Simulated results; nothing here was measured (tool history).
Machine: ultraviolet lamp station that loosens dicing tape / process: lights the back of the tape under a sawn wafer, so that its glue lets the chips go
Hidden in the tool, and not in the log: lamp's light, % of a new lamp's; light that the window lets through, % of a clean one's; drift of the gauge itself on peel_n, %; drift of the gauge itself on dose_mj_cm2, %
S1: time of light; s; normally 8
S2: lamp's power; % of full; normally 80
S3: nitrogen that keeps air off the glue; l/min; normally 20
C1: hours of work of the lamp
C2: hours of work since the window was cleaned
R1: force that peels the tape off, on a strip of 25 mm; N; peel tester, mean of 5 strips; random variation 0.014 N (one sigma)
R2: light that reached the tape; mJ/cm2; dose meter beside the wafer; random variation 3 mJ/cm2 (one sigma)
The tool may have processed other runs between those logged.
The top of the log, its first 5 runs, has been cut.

Run 6, hour 90.3: usual settings but S1 6 s; C1 100; C2 47. Result: R1 1.11 N, R2 328 mJ/cm2.
Run 7, hour 102.1: usual settings but S1 6 s; C1 107; C2 54. Result: R1 1.102 N, R2 331 mJ/cm2.
Run 8, hour 121.2: usual settings but S1 6 s; C1 117; C2 64. Result: R1 1.115 N, R2 329 mJ/cm2.
Run 9, hour 133.1: usual settings but S2 88 % of full; C1 123; C2 70. Result: R1 0.596 N, R2 477 mJ/cm2.
Run 10, hour 151.9: usual settings but S2 88 % of full; C1 134; C2 81. Result: R1 0.614 N, R2 476 mJ/cm2.
Run 11, hour 164: usual settings but S2 88 % of full; C1 140; C2 87. Result: R1 0.61 N, R2 474 mJ/cm2.
Run 12, hour 182.3: usual settings but S1 5 s, S2 88 % of full; C1 150; C2 97. Result: R1 1.301 N, R2 295 mJ/cm2.
Run 13, hour 194.8: usual settings but S1 5 s, S2 88 % of full; C1 157; C2 104. Result: R1 1.252 N, R2 292 mJ/cm2.
Run 14, hour 215.4: usual settings but S1 5 s, S2 88 % of full; C1 168; C2 115. Result: R1 1.307 N, R2 291 mJ/cm2.
Run 15, hour 234.9: usual settings but S1 10 s; C1 178; C2 125. Result: R1 0.509 N, R2 525 mJ/cm2.
Run 16, hour 247.3: usual settings but S1 10 s; C1 185; C2 132. Result: R1 0.515 N, R2 525 mJ/cm2.
Run 17, hour 258.7: usual settings but S1 10 s; C1 191; C2 138. Result: R1 0.521 N, R2 520 mJ/cm2.
Run 18, hour 279.6: usual settings but S2 62 % of full; C1 202; C2 149. Result: R1 1.147 N, R2 321 mJ/cm2.
Run 19, hour 298.2: usual settings but S2 62 % of full; C1 212; C2 159. Result: R1 1.166 N, R2 323 mJ/cm2.
Run 20, hour 320.5: usual settings but S2 62 % of full; C1 224; C2 171. Result: R1 1.217 N, R2 319 mJ/cm2.
Run 21, hour 341.9: usual settings; C1 236; C2 183. Result: R1 0.833 N, R2 409 mJ/cm2.
Run 22, hour 364.3: usual settings; C1 248; C2 195. Result: R1 0.77 N, R2 402 mJ/cm2.
Run 23, hour 386.1: usual settings but S3 25 l/min; C1 260; C2 206. Result: R1 0.732 N, R2 404 mJ/cm2.
Run 24, hour 400.3: usual settings but S1 10 s, S3 23 l/min; C1 267; C2 214. Result: R1 0.535 N, R2 503 mJ/cm2.
Run 25, hour 419.3: usual settings but S2 76 % of full, S3 12 l/min; C1 277; C2 224. Result: R1 1.091 N, R2 383 mJ/cm2.
Run 26, hour 430.1: usual settings but S2 62 % of full, S3 12 l/min; C1 283; C2 230. Result: R1 1.458 N, R2 309 mJ/cm2.

Run 27 comes next. What will it give?
Run 27, hour 444.9: usual settings but S1 9 s, S3 35 l/min; C1 291; C2 238. Result: R1 ?, R2 ?.

{"run 27": {"R1": 0.567, "R2": 445}}
With no hidden state in the tool, this same run would have given R1 0.439 N, R2 515 mJ/cm2.
